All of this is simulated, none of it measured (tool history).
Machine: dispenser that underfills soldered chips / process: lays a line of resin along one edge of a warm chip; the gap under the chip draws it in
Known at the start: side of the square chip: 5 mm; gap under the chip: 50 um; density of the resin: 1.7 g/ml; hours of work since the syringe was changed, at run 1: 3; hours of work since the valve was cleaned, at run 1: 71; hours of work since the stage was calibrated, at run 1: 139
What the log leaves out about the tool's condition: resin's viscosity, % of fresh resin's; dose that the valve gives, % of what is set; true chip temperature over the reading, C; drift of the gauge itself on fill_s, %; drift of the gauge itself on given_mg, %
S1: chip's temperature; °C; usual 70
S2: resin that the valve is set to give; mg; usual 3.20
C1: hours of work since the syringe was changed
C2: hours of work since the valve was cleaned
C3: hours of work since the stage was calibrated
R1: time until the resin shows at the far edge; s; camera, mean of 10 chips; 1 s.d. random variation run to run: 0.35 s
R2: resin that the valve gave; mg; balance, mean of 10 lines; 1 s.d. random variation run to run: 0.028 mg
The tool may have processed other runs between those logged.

Run 1, hour 0.0: usual settings; C1 3; C2 71; C3 139. Result: R1 21.6 s, R2 2.93 mg.
Run 2, hour 3.8: usual settings; C1 6; C2 74; C3 141. Result: R1 24.9 s, R2 3.00 mg.
At hour 4.8: new syringe of resin.
Run 3, hour 10.5: usual settings; C1 4; C2 78; C3 145. Result: R1 22.0 s, R2 2.94 mg.
At hour 14.7: new syringe of resin.
Run 4, hour 16.7: usual settings; C1 1; C2 81; C3 149. Result: R1 18.4 s, R2 2.96 mg.
Run 5, hour 21.5: usual settings; C1 4; C2 84; C3 152. Result: R1 22.8 s, R2 2.98 mg.
At hour 24.4: new syringe of resin.
Run 6, hour 24.8: usual settings; C1 0; C2 86; C3 154. Result: R1 17.7 s, R2 2.96 mg.
Run 7, hour 29.0: usual settings; C1 3; C2 89; C3 156. Result: R1 20.8 s, R2 2.93 mg.
Run 8, hour 33.5: usual settings; C1 6; C2 92; C3 159. Result: R1 24.9 s, R2 2.86 mg.
At hour 34.2: new syringe of resin.
Run 9, hour 37.9: usual settings; C1 2; C2 94; C3 162. Result: R1 20.9 s, R2 2.94 mg.
Run 10, hour 41.9: usual settings; C1 5; C2 97; C3 164. Result: R1 23.4 s, R2 2.91 mg.
At hour 44.3: new syringe of resin.
Run 11, hour 44.7: usual settings; C1 0; C2 98; C3 166. Result: R1 18.0 s, R2 2.96 mg.
Run 12, hour 50.3: usual settings; C1 4; C2 102; C3 169. Result: R1 21.5 s, R2 2.88 mg.
Run 13, hour 52.9: usual settings; C1 5; C2 104; C3 171. Result: R1 24.3 s, R2 2.91 mg.
At hour 54.4: new syringe of resin.
Run 14, hour 56.8: usual settings but S1 69 °C; C1 2; C2 106; C3 173. Result: R1 20.3 s, R2 2.92 mg.
Run 15, hour 63.0: usual settings but S1 69 °C; C1 5; C2 110; C3 177. Result: R1 26.2 s, R2 2.87 mg.
At hour 64.3: new syringe of resin.
Run 16, hour 66.4: usual settings; C1 1; C2 112; C3 179. Result: R1 19.3 s, R2 2.85 mg.
Run 17, hour 72.2: usual settings but S2 2.80 mg; C1 5; C2 115; C3 183. Result: R1 25.4 s, R2 2.49 mg.
At hour 74.1: new syringe of resin.
Run 18, hour 75.2: usual settings but S1 56 °C, S2 3.05 mg; C1 1; C2 117; C3 184. Result: R1 39.7 s, R2 2.70 mg.
Run 19, hour 78.6: usual settings but S1 72 °C, S2 2.91 mg; C1 3; C2 119; C3 187. Result: R1 19.1 s, R2 2.54 mg.
At hour 84.0: new syringe of resin.
Run 20, hour 84.7: usual settings but S1 61 °C, S2 3.54 mg; C1 0; C2 123; C3 190. Result: R1 28.4 s, R2 3.09 mg.
Run 21, hour 88.4: usual settings but S1 57 °C, S2 3.54 mg; C1 3; C2 125; C3 193. Result: R1 39.8 s, R2 3.10 mg.
At hour 91.9: dispensing valve cleaned and set on the balance.
Run 22, hour 94.4: usual settings but S2 3.32 mg; C1 6; C2 2; C3 196. Result: R1 25.0 s, R2 3.34 mg.
At hour 94.9: new syringe of resin.
Run 23, hour 98.5: usual settings but S2 2.89 mg; C1 2; C2 4; C3 198. Result: R1 20.6 s, R2 2.83 mg.
Run 24, hour 102.1: usual settings but S1 59 °C, S2 2.76 mg; C1 5; C2 6; C3 200. Result: R1 42.4 s, R2 2.75 mg.
At hour 104.9: new syringe of resin.
Run 25, hour 106.8: usual settings but S1 60 °C, S2 2.77 mg; C1 1; C2 9; C3 203. Result: R1 32.3 s, R2 2.71 mg.
Run 26, hour 111.9: usual settings but S1 80 °C, S2 3.11 mg; C1 4; C2 12; C3 206. Result: R1 13.9 s, R2 3.11 mg.
At hour 115.1: new syringe of resin.
Run 27, hour 117.4: usual settings but S1 80 °C, S2 3.11 mg; C1 1; C2 15; C3 210. Result: R1 11.7 s, R2 3.06 mg.
Run 28, hour 123.6: usual settings but S1 80 °C, S2 3.15 mg; C1 5; C2 19; C3 214. Result: R1 14.6 s, R2 3.10 mg.
At hour 125.1: new syringe of resin.
Run 29, hour 130.1: usual settings but S1 80 °C, S2 3.15 mg; C1 3; C2 23; C3 217. Result: R1 12.4 s, R2 3.01 mg.
At hour 134.9: new syringe of resin.
Run 30, hour 134.9: usual settings but S1 72 °C; C1 0; C2 26; C3 220. Result: R1 15.0 s, R2 3.15 mg.
Run 31, hour 140.9: usual settings but S1 64 °C, S2 3.68 mg; C1 4; C2 30; C3 224. Result: R1 30.3 s, R2 3.53 mg.
At hour 144.9: new syringe of resin.
Run 32, hour 147.6: usual settings but S1 68 °C, S2 2.77 mg; C1 2; C2 34; C3 228. Result: R1 21.7 s, R2 2.63 mg.
Run 33, hour 153.2: usual settings but S1 80 °C, S2 2.95 mg; C1 5; C2 37; C3 232. Result: R1 14.0 s, R2 2.83 mg.

Forecast each of these 3 alternatives for the next run:
At hour 154.9: new syringe of resin.
Run A, hour 159.4: usual settings but S1 80 °C, S2 3.82 mg; C1 3; C2 41; C3 235. Result: R1 ?, R2 ?.
At hour 154.9: new syringe of resin.
Run B, hour 159.4: usual settings but S1 72 °C, S2 3.41 mg; C1 3; C2 41; C3 235. Result: R1 ?, R2 ?.
At hour 154.9: new syringe of resin.
Run C, hour 159.4: usual settings but S2 2.95 mg; C1 3; C2 41; C3 235. Result: R1 ?, R2 ?.

run    R1    R2
  A  12.4  3.69
  B  18.0  3.29
  C  20.4  2.79
With no hidden state in the tool, these same runs would have given:
run    R1    R2
  A  11.1  3.85
  B  16.0  3.43
  C  18.1  2.91

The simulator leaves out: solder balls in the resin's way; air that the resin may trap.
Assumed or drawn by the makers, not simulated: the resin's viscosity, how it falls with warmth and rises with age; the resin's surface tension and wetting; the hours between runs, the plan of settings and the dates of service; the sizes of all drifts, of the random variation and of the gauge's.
